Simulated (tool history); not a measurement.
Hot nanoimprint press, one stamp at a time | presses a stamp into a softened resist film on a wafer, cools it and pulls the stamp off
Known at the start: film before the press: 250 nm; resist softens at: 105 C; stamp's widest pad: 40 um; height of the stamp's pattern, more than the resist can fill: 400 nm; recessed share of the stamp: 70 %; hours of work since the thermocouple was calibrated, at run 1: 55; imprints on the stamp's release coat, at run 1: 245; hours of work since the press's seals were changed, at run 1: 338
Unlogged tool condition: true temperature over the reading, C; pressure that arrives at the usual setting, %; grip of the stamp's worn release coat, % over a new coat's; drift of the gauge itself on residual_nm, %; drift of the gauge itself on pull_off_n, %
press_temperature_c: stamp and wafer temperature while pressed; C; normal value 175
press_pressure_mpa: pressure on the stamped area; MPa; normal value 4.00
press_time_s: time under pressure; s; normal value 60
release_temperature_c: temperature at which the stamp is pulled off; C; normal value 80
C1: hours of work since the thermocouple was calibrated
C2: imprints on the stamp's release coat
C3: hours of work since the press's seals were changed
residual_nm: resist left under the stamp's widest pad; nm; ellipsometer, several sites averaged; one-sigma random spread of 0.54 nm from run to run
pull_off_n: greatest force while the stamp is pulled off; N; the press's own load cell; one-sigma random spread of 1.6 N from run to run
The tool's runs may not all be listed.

run 1 hour=0.0 | press_temperature_c=175 press_pressure_mpa=4.00 press_time_s=60 release_temperature_c=80 | C1=55 C2=245 C3=338 | residual_nm=121.0 pull_off_n=216
run 2 hour=25.4 | press_temperature_c=175 press_pressure_mpa=4.00 press_time_s=60 release_temperature_c=80 | C1=74 C2=306 C3=358 | residual_nm=120.8 pull_off_n=216
run 3 hour=50.9 | press_temperature_c=175 press_pressure_mpa=4.00 press_time_s=60 release_temperature_c=72 | C1=94 C2=369 C3=377 | residual_nm=121.5 pull_off_n=239
run 4 hour=76.5 | press_temperature_c=175 press_pressure_mpa=4.00 press_time_s=60 release_temperature_c=72 | C1=114 C2=431 C3=397 | residual_nm=122.5 pull_off_n=239
run 5 hour=97.4 | press_temperature_c=175 press_pressure_mpa=4.00 press_time_s=60 release_temperature_c=72 | C1=130 C2=482 C3=413 | residual_nm=121.9 pull_off_n=239
run 6 hour=123.3 | press_temperature_c=175 press_pressure_mpa=4.00 press_time_s=60 release_temperature_c=72 | C1=150 C2=545 C3=433 | residual_nm=122.4 pull_off_n=236
run 7 hour=142.2 | press_temperature_c=175 press_pressure_mpa=4.00 press_time_s=60 release_temperature_c=72 | C1=165 C2=591 C3=448 | residual_nm=122.3 pull_off_n=240
run 8 hour=161.5 | press_temperature_c=175 press_pressure_mpa=4.00 press_time_s=60 release_temperature_c=72 | C1=179 C2=638 C3=463 | residual_nm=122.8 pull_off_n=239
-- hour=178.6 stamp cleaned and given a new release coat
run 9 hour=190.2 | press_temperature_c=175 press_pressure_mpa=4.00 press_time_s=60 release_temperature_c=72 | C1=197 C2=28 C3=480 | residual_nm=123.5 pull_off_n=241
run 10 hour=213.6 | press_temperature_c=175 press_pressure_mpa=4.00 press_time_s=72 release_temperature_c=80 | C1=215 C2=85 C3=498 | residual_nm=115.5 pull_off_n=217
run 11 hour=230.5 | press_temperature_c=175 press_pressure_mpa=4.00 press_time_s=72 release_temperature_c=80 | C1=228 C2=126 C3=512 | residual_nm=115.9 pull_off_n=214
run 12 hour=248.4 | press_temperature_c=175 press_pressure_mpa=4.00 press_time_s=60 release_temperature_c=72 | C1=242 C2=169 C3=525 | residual_nm=124.0 pull_off_n=238
run 13 hour=264.7 | press_temperature_c=175 press_pressure_mpa=3.94 press_time_s=60 release_temperature_c=80 | C1=255 C2=209 C3=538 | residual_nm=124.0 pull_off_n=213
run 14 hour=282.6 | press_temperature_c=175 press_pressure_mpa=3.94 press_time_s=60 release_temperature_c=80 | C1=268 C2=253 C3=552 | residual_nm=125.4 pull_off_n=217
run 15 hour=309.8 | press_temperature_c=175 press_pressure_mpa=4.00 press_time_s=60 release_temperature_c=84 | C1=289 C2=319 C3=573 | residual_nm=123.8 pull_off_n=206
run 16 hour=334.5 | press_temperature_c=175 press_pressure_mpa=4.00 press_time_s=60 release_temperature_c=84 | C1=309 C2=379 C3=592 | residual_nm=124.0 pull_off_n=206
run 17 hour=355.0 | press_temperature_c=175 press_pressure_mpa=4.00 press_time_s=86 release_temperature_c=74 | C1=324 C2=429 C3=608 | residual_nm=109.5 pull_off_n=230
-- hour=360.2 gauge calibrated
run 18 hour=384.6 | press_temperature_c=175 press_pressure_mpa=4.00 press_time_s=82 release_temperature_c=69 | C1=347 C2=501 C3=631 | residual_nm=108.5 pull_off_n=241
-- hour=400.7 plate thermocouple calibrated
run 19 hour=413.9 | press_temperature_c=175 press_pressure_mpa=4.78 press_time_s=34 release_temperature_c=80 | C1=10 C2=565 C3=651 | residual_nm=138.1 pull_off_n=212
run 20 hour=427.0 | press_temperature_c=175 press_pressure_mpa=4.78 press_time_s=34 release_temperature_c=67 | C1=20 C2=597 C3=661 | residual_nm=137.4 pull_off_n=255
run 21 hour=446.5 | press_temperature_c=187 press_pressure_mpa=3.22 press_time_s=60 release_temperature_c=86 | C1=35 C2=644 C3=676 | residual_nm=74.4 pull_off_n=200
-- hour=460.9 stamp cleaned and given a new release coat
run 22 hour=468.4 | press_temperature_c=171 press_pressure_mpa=5.63 press_time_s=46 release_temperature_c=87 | C1=48 C2=19 C3=688 | residual_nm=142.2 pull_off_n=200
run 23 hour=490.7 | press_temperature_c=175 press_pressure_mpa=5.63 press_time_s=88 release_temperature_c=70 | C1=65 C2=73 C3=706 | residual_nm=90.2 pull_off_n=238
run 24 hour=515.0 | press_temperature_c=175 press_pressure_mpa=5.21 press_time_s=36 release_temperature_c=70 | C1=84 C2=132 C3=724 | residual_nm=131.7 pull_off_n=245
run 25 hour=539.2 | press_temperature_c=166 press_pressure_mpa=2.91 press_time_s=75 release_temperature_c=80 | C1=102 C2=191 C3=743 | residual_nm=187.2 pull_off_n=216
run 26 hour=565.5 | press_temperature_c=174 press_pressure_mpa=3.71 press_time_s=33 release_temperature_c=72 | C1=123 C2=255 C3=763 | residual_nm=161.0 pull_off_n=238
run 27 hour=584.6 | press_temperature_c=174 press_pressure_mpa=3.71 press_time_s=33 release_temperature_c=72 | C1=137 C2=301 C3=778 | residual_nm=161.2 pull_off_n=238
run 28 hour=614.7 | press_temperature_c=174 press_pressure_mpa=3.71 press_time_s=33 release_temperature_c=72 | C1=161 C2=375 C3=801 | residual_nm=163.1 pull_off_n=238
run 29 hour=643.8 | press_temperature_c=174 press_pressure_mpa=3.71 press_time_s=33 release_temperature_c=72 | C1=183 C2=446 C3=824 | residual_nm=164.1 pull_off_n=237

Below are 4 alternative next runs, each starting from the tool's condition after run 29. Predict each:
-- hour=654.1 press's hydraulic seals changed and the load cell set to zero
run A hour=666.4 | press_temperature_c=174 press_pressure_mpa=5.23 press_time_s=48 release_temperature_c=87 | C1=194 C2=481 C3=9 | residual_nm=? pull_off_n=?
-- hour=654.1 press's hydraulic seals changed and the load cell set to zero
run B hour=666.4 | press_temperature_c=175 press_pressure_mpa=4.00 press_time_s=78 release_temperature_c=80 | C1=194 C2=481 C3=9 | residual_nm=? pull_off_n=?
-- hour=654.1 press's hydraulic seals changed and the load cell set to zero
run C hour=666.4 | press_temperature_c=166 press_pressure_mpa=3.21 press_time_s=60 release_temperature_c=80 | C1=194 C2=481 C3=9 | residual_nm=? pull_off_n=?
-- hour=654.1 press's hydraulic seals changed and the load cell set to zero
run D hour=666.4 | press_temperature_c=175 press_pressure_mpa=3.71 press_time_s=94 release_temperature_c=72 | C1=194 C2=481 C3=9 | residual_nm=? pull_off_n=?

run=A residual_nm=126.2 pull_off_n=198
run=B residual_nm=112.3 pull_off_n=216
run=C residual_nm=194.0 pull_off_n=216
run=D residual_nm=108.5 pull_off_n=239
Had the tool no hidden state, the same runs would have come out as:
run=A residual_nm=123.1 pull_off_n=197
run=B residual_nm=109.5 pull_off_n=216
run=C residual_nm=189.3 pull_off_n=215
run=D residual_nm=105.8 pull_off_n=238

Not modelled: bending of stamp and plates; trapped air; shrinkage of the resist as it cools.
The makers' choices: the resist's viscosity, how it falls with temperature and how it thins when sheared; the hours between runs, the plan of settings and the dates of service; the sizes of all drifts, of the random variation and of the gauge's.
